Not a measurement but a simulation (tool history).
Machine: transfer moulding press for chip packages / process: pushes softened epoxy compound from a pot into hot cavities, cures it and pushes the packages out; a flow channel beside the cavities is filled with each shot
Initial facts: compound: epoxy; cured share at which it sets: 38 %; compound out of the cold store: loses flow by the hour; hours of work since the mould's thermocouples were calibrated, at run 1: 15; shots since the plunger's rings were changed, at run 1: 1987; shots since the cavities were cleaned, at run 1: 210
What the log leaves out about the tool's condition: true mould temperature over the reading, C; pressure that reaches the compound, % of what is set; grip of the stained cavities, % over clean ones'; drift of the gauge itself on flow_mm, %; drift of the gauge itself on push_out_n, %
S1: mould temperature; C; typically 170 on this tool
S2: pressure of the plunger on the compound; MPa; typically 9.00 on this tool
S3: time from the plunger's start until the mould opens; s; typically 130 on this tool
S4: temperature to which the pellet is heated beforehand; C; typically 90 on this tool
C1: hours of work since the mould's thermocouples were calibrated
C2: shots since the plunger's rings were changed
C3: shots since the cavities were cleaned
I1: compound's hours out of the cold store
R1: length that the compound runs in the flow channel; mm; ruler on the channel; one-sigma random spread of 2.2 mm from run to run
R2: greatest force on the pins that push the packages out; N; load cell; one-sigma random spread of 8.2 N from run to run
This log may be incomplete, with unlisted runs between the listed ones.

{"run": 1, "hour": 0.0, "S1": 170, "S2": 9.0, "S3": 130, "S4": 90, "C1": 15, "C2": 1987, "C3": 210, "I1": 22.7, "R1": 657, "R2": 447}
{"run": 2, "hour": 13.8, "S1": 170, "S2": 9.0, "S3": 130, "S4": 90, "C1": 26, "C2": 2129, "C3": 352, "I1": 28.3, "R1": 633, "R2": 484}
{"run": 3, "hour": 27.6, "S1": 170, "S2": 9.0, "S3": 130, "S4": 90, "C1": 36, "C2": 2270, "C3": 493, "I1": 13.5, "R1": 692, "R2": 526}
{"run": 4, "hour": 39.1, "S1": 170, "S2": 9.0, "S3": 130, "S4": 90, "C1": 45, "C2": 2388, "C3": 611, "I1": 45.8, "R1": 566, "R2": 559}
{"run": 5, "hour": 48.9, "S1": 168, "S2": 9.0, "S3": 130, "S4": 90, "C1": 52, "C2": 2489, "C3": 712, "I1": 13.5, "R1": 689, "R2": 582}
{"run": 6, "hour": 58.9, "S1": 168, "S2": 9.0, "S3": 130, "S4": 90, "C1": 59, "C2": 2592, "C3": 815, "I1": 45.3, "R1": 572, "R2": 575}
{"hour": 70.1, "done": "cavities cleaned with cleaning compound and waxed"}
{"run": 7, "hour": 71.9, "S1": 168, "S2": 9.0, "S3": 154, "S4": 90, "C1": 68, "C2": 2710, "C3": 18, "I1": 36.4, "R1": 599, "R2": 368}
{"run": 8, "hour": 81.1, "S1": 168, "S2": 9.0, "S3": 154, "S4": 90, "C1": 75, "C2": 2805, "C3": 113, "I1": 29.2, "R1": 629, "R2": 419}
{"run": 9, "hour": 94.9, "S1": 168, "S2": 9.0, "S3": 154, "S4": 90, "C1": 85, "C2": 2947, "C3": 255, "I1": 43.5, "R1": 574, "R2": 454}
{"run": 10, "hour": 103.2, "S1": 168, "S2": 9.0, "S3": 154, "S4": 90, "C1": 92, "C2": 3032, "C3": 340, "I1": 46.4, "R1": 562, "R2": 471}
{"hour": 112.6, "done": "plunger's sealing rings changed"}
{"run": 11, "hour": 114.7, "S1": 170, "S2": 7.49, "S3": 130, "S4": 90, "C1": 98, "C2": 21, "C3": 432, "I1": 25.8, "R1": 606, "R2": 521}
{"run": 12, "hour": 121.7, "S1": 170, "S2": 7.49, "S3": 130, "S4": 90, "C1": 104, "C2": 93, "C3": 504, "I1": 40.2, "R1": 560, "R2": 552}
{"run": 13, "hour": 130.6, "S1": 170, "S2": 7.49, "S3": 130, "S4": 90, "C1": 110, "C2": 184, "C3": 595, "I1": 42.0, "R1": 553, "R2": 543}
{"run": 14, "hour": 141.6, "S1": 170, "S2": 9.0, "S3": 130, "S4": 85, "C1": 119, "C2": 298, "C3": 709, "I1": 23.0, "R1": 674, "R2": 552}
{"run": 15, "hour": 150.7, "S1": 174, "S2": 7.22, "S3": 130, "S4": 90, "C1": 125, "C2": 391, "C3": 802, "I1": 45.1, "R1": 525, "R2": 573}

For run 16, what comes out?
{"run": 16, "hour": 159.4, "S1": 174, "S2": 7.22, "S3": 130, "S4": 90, "C1": 132, "C2": 480, "C3": 891, "I1": 16.1, "R1": "?", "R2": "?"}

{"run 16": {"R1": 621, "R2": 542}}
On a tool with no hidden condition, and with the same random variation, this run would have come out at R1 626 mm, R2 336 N.
